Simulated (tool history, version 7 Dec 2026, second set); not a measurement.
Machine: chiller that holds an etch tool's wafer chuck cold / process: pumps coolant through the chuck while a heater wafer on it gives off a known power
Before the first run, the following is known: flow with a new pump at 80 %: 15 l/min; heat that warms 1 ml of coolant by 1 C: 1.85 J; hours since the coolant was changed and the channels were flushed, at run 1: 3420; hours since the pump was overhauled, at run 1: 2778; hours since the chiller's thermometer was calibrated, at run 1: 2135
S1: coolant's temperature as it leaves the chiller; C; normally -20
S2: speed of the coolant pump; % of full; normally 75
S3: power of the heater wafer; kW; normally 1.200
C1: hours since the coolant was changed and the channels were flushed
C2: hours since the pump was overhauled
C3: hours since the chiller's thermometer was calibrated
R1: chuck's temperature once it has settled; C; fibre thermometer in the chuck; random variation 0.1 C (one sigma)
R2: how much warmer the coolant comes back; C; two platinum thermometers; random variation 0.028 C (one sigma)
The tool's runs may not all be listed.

run 1 hour=0.0 | S1=-20 S2=75 S3=1.200 | C1=3420 C2=2778 C3=2135 | R1=-3.5 R2=2.87
run 2 hour=100.7 | S1=-20 S2=75 S3=1.200 | C1=3521 C2=2879 C3=2236 | R1=-3.5 R2=2.88
run 3 hour=225.6 | S1=-20 S2=75 S3=1.200 | C1=3646 C2=3003 C3=2361 | R1=-3.2 R2=2.85
run 4 hour=345.3 | S1=-20 S2=75 S3=1.200 | C1=3766 C2=3123 C3=2481 | R1=-3.1 R2=2.89
run 5 hour=461.0 | S1=-20 S2=75 S3=1.200 | C1=3881 C2=3239 C3=2596 | R1=-3.1 R2=2.83
run 6 hour=542.7 | S1=-20 S2=75 S3=1.200 | C1=3963 C2=3321 C3=2678 | R1=-3.0 R2=2.87
run 7 hour=700.4 | S1=-13 S2=75 S3=1.200 | C1=4121 C2=3478 C3=2836 | R1=4.3 R2=2.87
run 8 hour=853.2 | S1=-13 S2=75 S3=1.200 | C1=4274 C2=3631 C3=2989 | R1=4.3 R2=2.93
-- hour=862.9 chiller's thermometer calibrated
run 9 hour=925.7 | S1=-20 S2=75 S3=1.200 | C1=4345 C2=3703 C3=63 | R1=-2.3 R2=2.94
run 10 hour=995.6 | S1=-16 S2=75 S3=1.200 | C1=4415 C2=3773 C3=133 | R1=2.0 R2=2.98
-- hour=1049.8 coolant changed, channels flushed
run 11 hour=1117.0 | S1=-16 S2=75 S3=1.200 | C1=67 C2=3888 C3=248 | R1=-0.9 R2=2.85
run 12 hour=1193.3 | S1=-16 S2=75 S3=1.119 | C1=144 C2=3964 C3=324 | R1=-1.8 R2=2.73
run 13 hour=1287.2 | S1=-20 S2=75 S3=1.200 | C1=237 C2=4058 C3=418 | R1=-4.7 R2=2.92
run 14 hour=1383.3 | S1=-25 S2=75 S3=1.323 | C1=334 C2=4154 C3=514 | R1=-8.1 R2=3.26
run 15 hour=1496.3 | S1=-22 S2=77 S3=0.751 | C1=447 C2=4267 C3=627 | R1=-12.2 R2=1.85
run 16 hour=1626.8 | S1=-22 S2=77 S3=0.751 | C1=577 C2=4398 C3=758 | R1=-11.8 R2=1.79
run 17 hour=1761.6 | S1=-12 S2=75 S3=0.612 | C1=712 C2=4532 C3=893 | R1=-3.6 R2=1.49
-- hour=1770.4 chiller's thermometer calibrated, once more
run 18 hour=1876.5 | S1=-13 S2=75 S3=0.969 | C1=826 C2=4646 C3=106 | R1=-1.1 R2=2.37
run 19 hour=2001.8 | S1=-13 S2=94 S3=0.969 | C1=951 C2=4772 C3=231 | R1=-3.0 R2=1.96
run 20 hour=2139.7 | S1=-13 S2=85 S3=1.656 | C1=1089 C2=4910 C3=369 | R1=5.8 R2=3.66
-- hour=2281.7 coolant pump overhauled
run 21 hour=2295.1 | S1=-14 S2=71 S3=1.067 | C1=1239 C2=13 C3=520 | R1=-0.9 R2=2.55
run 22 hour=2368.6 | S1=-14 S2=71 S3=1.067 | C1=1313 C2=87 C3=593 | R1=-0.8 R2=2.61
run 23 hour=2471.0 | S1=-27 S2=85 S3=0.689 | C1=1415 C2=189 C3=696 | R1=-19.5 R2=1.39
run 24 hour=2588.4 | S1=-27 S2=78 S3=0.703 | C1=1533 C2=307 C3=813 | R1=-18.7 R2=1.59
run 25 hour=2736.9 | S1=-27 S2=78 S3=0.703 | C1=1681 C2=455 C3=961 | R1=-18.3 R2=1.54

3 options for the next run, each taken on its own from the tool as it stands now. Forecast them:
run A hour=2803.6 | S1=-27 S2=70 S3=0.797 | C1=1748 C2=522 C3=1028 | R1=? R2=?
run B hour=2803.6 | S1=-20 S2=75 S3=0.808 | C1=1748 C2=522 C3=1028 | R1=? R2=?
run C hour=2803.6 | S1=-14 S2=81 S3=0.811 | C1=1748 C2=522 C3=1028 | R1=? R2=?

run=A R1=-16.6 R2=1.97
run=B R1=-10.0 R2=1.89
run=C R1=-4.6 R2=1.75
What these runs would have given with no unlogged condition in the tool:
run=A R1=-17.6 R2=1.95
run=B R1=-10.9 R2=1.87
run=C R1=-5.6 R2=1.73
